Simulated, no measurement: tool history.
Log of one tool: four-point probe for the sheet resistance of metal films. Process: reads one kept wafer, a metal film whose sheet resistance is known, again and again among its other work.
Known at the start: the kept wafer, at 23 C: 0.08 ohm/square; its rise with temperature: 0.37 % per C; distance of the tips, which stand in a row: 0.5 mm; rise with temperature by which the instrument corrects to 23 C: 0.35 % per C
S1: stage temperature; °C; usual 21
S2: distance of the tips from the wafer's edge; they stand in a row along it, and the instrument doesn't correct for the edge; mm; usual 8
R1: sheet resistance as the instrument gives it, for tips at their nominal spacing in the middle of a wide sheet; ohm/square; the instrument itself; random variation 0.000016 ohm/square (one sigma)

run   hour  S1  S2        R1
  1      0  21   8  0.080134
  2   21.5  21   8  0.080138
  3   36.1  21   8  0.080129
  4   59.6  21   8  0.080136
  5   77.3  21   8  0.080117
  6   95.7  21   8  0.080138
  7  121.8  21   8  0.080108
  8  136.2  21   8  0.080143
  9  150.7  21   8  0.080105
 10  174.9  21   8  0.080134
 11  192.3  32  24  0.080179
 12  217.5  24  14  0.080102
 13  235.2  20  20  0.079961
 14    249  29  27   0.08014
 15    267  29  27  0.080169
 16  288.4  22  66  0.079992

4 ways to go on from here, each from the tool as it stands after run 16. What would each give?
  A   309  22  13   ?
  B   309  27  22   ?
  C   309  24  16   ?
  D   309  26   4   ?

run        R1
  A  0.080046
  B  0.080139
  C  0.080083
  D  0.080736
Without the tool's hidden state the same runs would have given:
run        R1
  A   0.08004
  B  0.080133
  C  0.080077
  D   0.08073
